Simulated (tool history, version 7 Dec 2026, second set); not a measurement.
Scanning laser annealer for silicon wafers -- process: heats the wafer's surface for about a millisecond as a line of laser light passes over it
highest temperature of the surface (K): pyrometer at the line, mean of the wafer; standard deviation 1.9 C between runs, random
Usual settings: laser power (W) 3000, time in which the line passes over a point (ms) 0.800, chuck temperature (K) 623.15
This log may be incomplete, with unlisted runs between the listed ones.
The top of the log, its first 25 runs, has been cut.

run,hour,laser power (W),time in which the line passes over a point (ms),chuck temperature (K),hours of work since the window was cleaned,hours of work since the power meter was calibrated,hours of work since the optics were aligned,highest temperature of the surface (K)
26,583.9,2862,0.682,633.15,708,26,952,1265.15
27,607.6,2929,0.948,623.15,719,37,963,1372.15
28,623.1,3000,0.798,635.15,727,45,971,1355.15
29,643.1,2836,0.979,623.15,737,55,981,1354.15
30,670.2,2671,0.611,659.15,750,68,994,1205.15
31,700.4,2671,0.611,659.15,765,83,1009,1211.15
32,731.4,2671,0.908,655.15,780,98,1024,1308.15
# hour 744.5: window over the wafer cleaned
33,763.5,2671,0.908,655.15,9,113,1039,1323.15
34,781.3,2671,0.908,655.15,18,122,1048,1325.15
35,795.7,2836,0.842,623.15,25,129,1055,1326.15
36,813.8,2981,0.747,623.15,34,138,1064,1333.15
37,837.1,3000,0.639,609.15,46,149,1075,1276.15
38,854.4,2952,0.825,642.15,54,158,1084,1372.15
39,881.8,2761,0.565,597.15,68,171,1097,1163.15
40,900.5,2691,0.800,583.15,77,180,1107,1220.15
41,924.6,2691,0.800,583.15,89,192,1119,1223.15

Below are 3 alternative next runs, each starting from the tool's condition after run 41. Predict each:
A,946.9,3000,0.683,623.15,100,203,1130,?
B,946.9,2806,0.574,589.15,100,203,1130,?
C,946.9,3000,0.800,627.15,100,203,1130,?

run,highest temperature of the surface (K)
A,1309.15
B,1167.15
C,1361.15
Stripped of hidden state, with their random variation kept, the same runs would have yielded:
run,highest temperature of the surface (K)
A,1313.15
B,1170.15
C,1365.15

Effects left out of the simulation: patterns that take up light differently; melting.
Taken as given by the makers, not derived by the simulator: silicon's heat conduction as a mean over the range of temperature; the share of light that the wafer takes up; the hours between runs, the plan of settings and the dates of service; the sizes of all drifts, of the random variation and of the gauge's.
